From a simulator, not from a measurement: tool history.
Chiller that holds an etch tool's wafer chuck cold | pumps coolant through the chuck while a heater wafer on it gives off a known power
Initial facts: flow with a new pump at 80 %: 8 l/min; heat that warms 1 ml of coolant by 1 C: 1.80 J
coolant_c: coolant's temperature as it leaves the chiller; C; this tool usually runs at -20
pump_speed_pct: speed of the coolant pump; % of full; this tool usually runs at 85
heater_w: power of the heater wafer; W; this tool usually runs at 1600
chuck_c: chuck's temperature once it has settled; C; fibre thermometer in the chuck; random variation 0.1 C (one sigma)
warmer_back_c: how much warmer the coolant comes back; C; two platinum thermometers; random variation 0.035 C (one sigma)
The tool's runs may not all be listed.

{"run": 1, "hour": 0.0, "coolant_c": -20, "pump_speed_pct": 85, "heater_w": 1600, "chuck_c": -7, "warmer_back_c": 6.31}
{"run": 2, "hour": 59.1, "coolant_c": -20, "pump_speed_pct": 85, "heater_w": 1600, "chuck_c": -6.8, "warmer_back_c": 6.38}
{"run": 3, "hour": 109.7, "coolant_c": -20, "pump_speed_pct": 85, "heater_w": 959, "chuck_c": -12.2, "warmer_back_c": 3.77}
{"run": 4, "hour": 171.0, "coolant_c": -20, "pump_speed_pct": 85, "heater_w": 959, "chuck_c": -12.3, "warmer_back_c": 3.78}
{"run": 5, "hour": 232.1, "coolant_c": -20, "pump_speed_pct": 61, "heater_w": 959, "chuck_c": -9, "warmer_back_c": 5.5}
{"run": 6, "hour": 292.0, "coolant_c": -20, "pump_speed_pct": 85, "heater_w": 1600, "chuck_c": -6.9, "warmer_back_c": 6.35}
{"run": 7, "hour": 353.8, "coolant_c": -20, "pump_speed_pct": 85, "heater_w": 1600, "chuck_c": -6.8, "warmer_back_c": 6.34}
{"run": 8, "hour": 401.5, "coolant_c": -20, "pump_speed_pct": 85, "heater_w": 1600, "chuck_c": -6.9, "warmer_back_c": 6.37}
{"run": 9, "hour": 449.4, "coolant_c": -20, "pump_speed_pct": 85, "heater_w": 1600, "chuck_c": -6.9, "warmer_back_c": 6.32}
{"run": 10, "hour": 532.5, "coolant_c": -20, "pump_speed_pct": 85, "heater_w": 1600, "chuck_c": -6.6, "warmer_back_c": 6.39}
{"run": 11, "hour": 581.3, "coolant_c": -20, "pump_speed_pct": 85, "heater_w": 1600, "chuck_c": -6.8, "warmer_back_c": 6.34}
{"run": 12, "hour": 628.0, "coolant_c": -20, "pump_speed_pct": 85, "heater_w": 1600, "chuck_c": -6.7, "warmer_back_c": 6.37}
{"run": 13, "hour": 700.9, "coolant_c": -20, "pump_speed_pct": 85, "heater_w": 1600, "chuck_c": -6.8, "warmer_back_c": 6.3}
{"run": 14, "hour": 760.3, "coolant_c": -20, "pump_speed_pct": 85, "heater_w": 1600, "chuck_c": -6.9, "warmer_back_c": 6.39}
{"run": 15, "hour": 833.5, "coolant_c": -20, "pump_speed_pct": 85, "heater_w": 1600, "chuck_c": -6.4, "warmer_back_c": 6.38}
{"run": 16, "hour": 900.5, "coolant_c": -20, "pump_speed_pct": 85, "heater_w": 1600, "chuck_c": -6.8, "warmer_back_c": 6.34}
{"run": 17, "hour": 973.4, "coolant_c": -25, "pump_speed_pct": 85, "heater_w": 815, "chuck_c": -18.3, "warmer_back_c": 3.26}
{"run": 18, "hour": 1011.8, "coolant_c": -21, "pump_speed_pct": 85, "heater_w": 1793, "chuck_c": -5.8, "warmer_back_c": 7.15}
{"run": 19, "hour": 1071.4, "coolant_c": -17, "pump_speed_pct": 90, "heater_w": 1600, "chuck_c": -4.4, "warmer_back_c": 5.98}
{"run": 20, "hour": 1120.3, "coolant_c": -22, "pump_speed_pct": 77, "heater_w": 1675, "chuck_c": -6.5, "warmer_back_c": 7.43}
{"run": 21, "hour": 1157.5, "coolant_c": -20, "pump_speed_pct": 74, "heater_w": 975, "chuck_c": -10.6, "warmer_back_c": 4.51}
{"run": 22, "hour": 1230.6, "coolant_c": -10, "pump_speed_pct": 74, "heater_w": 1344, "chuck_c": 2.9, "warmer_back_c": 6.26}
{"run": 23, "hour": 1278.2, "coolant_c": -23, "pump_speed_pct": 67, "heater_w": 1600, "chuck_c": -6.1, "warmer_back_c": 8.35}
{"run": 24, "hour": 1331.7, "coolant_c": -23, "pump_speed_pct": 67, "heater_w": 1600, "chuck_c": -6.1, "warmer_back_c": 8.37}
{"run": 25, "hour": 1398.9, "coolant_c": -23, "pump_speed_pct": 67, "heater_w": 1600, "chuck_c": -6.1, "warmer_back_c": 8.32}
{"run": 26, "hour": 1445.5, "coolant_c": -26, "pump_speed_pct": 87, "heater_w": 1600, "chuck_c": -12.7, "warmer_back_c": 6.19}
{"run": 27, "hour": 1481.2, "coolant_c": -16, "pump_speed_pct": 72, "heater_w": 1585, "chuck_c": -0.3, "warmer_back_c": 7.62}
{"run": 28, "hour": 1544.7, "coolant_c": -25, "pump_speed_pct": 68, "heater_w": 2314, "chuck_c": -0.9, "warmer_back_c": 11.84}
{"run": 29, "hour": 1602.3, "coolant_c": -19, "pump_speed_pct": 85, "heater_w": 1600, "chuck_c": -5.5, "warmer_back_c": 6.45}
{"run": 30, "hour": 1639.9, "coolant_c": -20, "pump_speed_pct": 84, "heater_w": 1183, "chuck_c": -10, "warmer_back_c": 4.86}
{"run": 31, "hour": 1692.6, "coolant_c": -18, "pump_speed_pct": 90, "heater_w": 1108, "chuck_c": -9.1, "warmer_back_c": 4.19}

For each run, the measured value with the value that run would have given without the tool's hidden condition subtracted. The run-to-run variation is shared by both, the gauge scatter possibly not:
What the log doesn't record here: heat passed by the chuck's channels, % of clean ones'; flow at a given pump speed, % of a new pump's; coolant's true temperature over the reading, C; drift of the gauge itself on chuck_c, C; drift of the gauge itself on warmer_back_c, C.
run=1 chuck_c=+0.7 warmer_back_c=+0.07
run=2 chuck_c=+0.8 warmer_back_c=+0.08
run=3 chuck_c=+0.5 warmer_back_c=+0.05
run=4 chuck_c=+0.5 warmer_back_c=+0.05
run=5 chuck_c=+0.7 warmer_back_c=+0.07
run=6 chuck_c=+0.9 warmer_back_c=+0.09
run=7 chuck_c=+0.8 warmer_back_c=+0.09
run=8 chuck_c=+0.9 warmer_back_c=+0.1
run=9 chuck_c=+0.9 warmer_back_c=+0.1
run=10 chuck_c=+0.9 warmer_back_c=+0.11
run=11 chuck_c=+0.9 warmer_back_c=+0.11
run=12 chuck_c=+1 warmer_back_c=+0.12
run=13 chuck_c=+0.9 warmer_back_c=+0.12
run=14 chuck_c=+1 warmer_back_c=+0.12
run=15 chuck_c=+0.9 warmer_back_c=+0.13
run=16 chuck_c=+1 warmer_back_c=+0.13
run=17 chuck_c=+0.5 warmer_back_c=+0.07
run=18 chuck_c=+1.2 warmer_back_c=+0.16
run=19 chuck_c=+1 warmer_back_c=+0.14
run=20 chuck_c=+1.2 warmer_back_c=+0.17
run=21 chuck_c=+0.7 warmer_back_c=+0.11
run=22 chuck_c=+1 warmer_back_c=+0.15
run=23 chuck_c=+1.4 warmer_back_c=+0.21
run=24 chuck_c=+1.4 warmer_back_c=+0.21
run=25 chuck_c=+1.4 warmer_back_c=+0.21
run=26 chuck_c=+1.1 warmer_back_c=+0.16
run=27 chuck_c=+1.3 warmer_back_c=+0.2
run=28 chuck_c=+2.1 warmer_back_c=+0.33
run=29 chuck_c=+1.2 warmer_back_c=+0.17
run=30 chuck_c=+0.9 warmer_back_c=+0.14
run=31 chuck_c=+0.8 warmer_back_c=+0.12

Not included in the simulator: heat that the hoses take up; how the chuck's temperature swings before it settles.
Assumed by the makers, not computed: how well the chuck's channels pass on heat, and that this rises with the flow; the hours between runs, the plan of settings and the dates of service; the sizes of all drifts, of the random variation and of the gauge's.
